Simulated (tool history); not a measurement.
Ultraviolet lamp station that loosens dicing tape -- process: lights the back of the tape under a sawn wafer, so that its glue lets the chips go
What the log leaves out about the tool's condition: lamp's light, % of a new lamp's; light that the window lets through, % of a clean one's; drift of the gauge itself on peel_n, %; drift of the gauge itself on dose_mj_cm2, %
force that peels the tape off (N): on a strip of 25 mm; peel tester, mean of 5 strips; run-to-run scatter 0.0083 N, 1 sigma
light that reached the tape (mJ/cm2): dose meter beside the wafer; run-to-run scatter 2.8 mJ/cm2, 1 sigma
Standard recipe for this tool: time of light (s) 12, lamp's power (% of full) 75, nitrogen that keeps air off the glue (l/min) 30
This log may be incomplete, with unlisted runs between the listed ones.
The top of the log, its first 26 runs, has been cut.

run   hour  time of light (s)  lamp's power (% of full)  nitrogen that keeps air off the glue (l/min)  hours of work of the lamp  hours of work since the window was cleaned  force that peels the tape off (N)  light that reached the tape (mJ/cm2)
 27  485.3                 12                        70                                            16                        909                                          35                              1.264                                   275
 28  510.6                 12                        61                                            29                        929                                          54                              1.002                                   239
 29    522                 13                        91                                            19                        938                                          63                              0.529                                   377
 30  545.6                 13                        91                                            19                        956                                          82                               0.53                                   379
     559.2  -- window cleaned of glue's vapour, once more
 31  570.7                  6                        65                                            36                        975                                           9                              2.342                                   135
 32  582.9                 13                        91                                            13                        985                                          18                              0.632                                   410
 33  593.4                 13                        91                                            13                        993                                          27                              0.628                                   410
 34  606.8                  8                        79                                            37                       1003                                          37                              0.978                                   216

Predict each of these 3 candidate next runs independently; none follows another, all start after run 34:
  A  617.3                 20                        70                                            48                       1011                                          45                                  ?                                     ?
  B  617.3                  8                        79                                            37                       1011                                          45                                  ?                                     ?
  C  617.3                 14                        71                                            40                       1011                                          45                                  ?                                     ?

run  force that peels the tape off (N)  light that reached the tape (mJ/cm2)
  A                              0.167                                   484
  B                              0.996                                   218
  C                              0.328                                   344
The same runs, with their run-to-run variation unchanged, on a tool lacking any hidden condition would have given:
run  force that peels the tape off (N)  light that reached the tape (mJ/cm2)
  A                              0.146                                   595
  B                              0.629                                   268
  C                              0.212                                   422

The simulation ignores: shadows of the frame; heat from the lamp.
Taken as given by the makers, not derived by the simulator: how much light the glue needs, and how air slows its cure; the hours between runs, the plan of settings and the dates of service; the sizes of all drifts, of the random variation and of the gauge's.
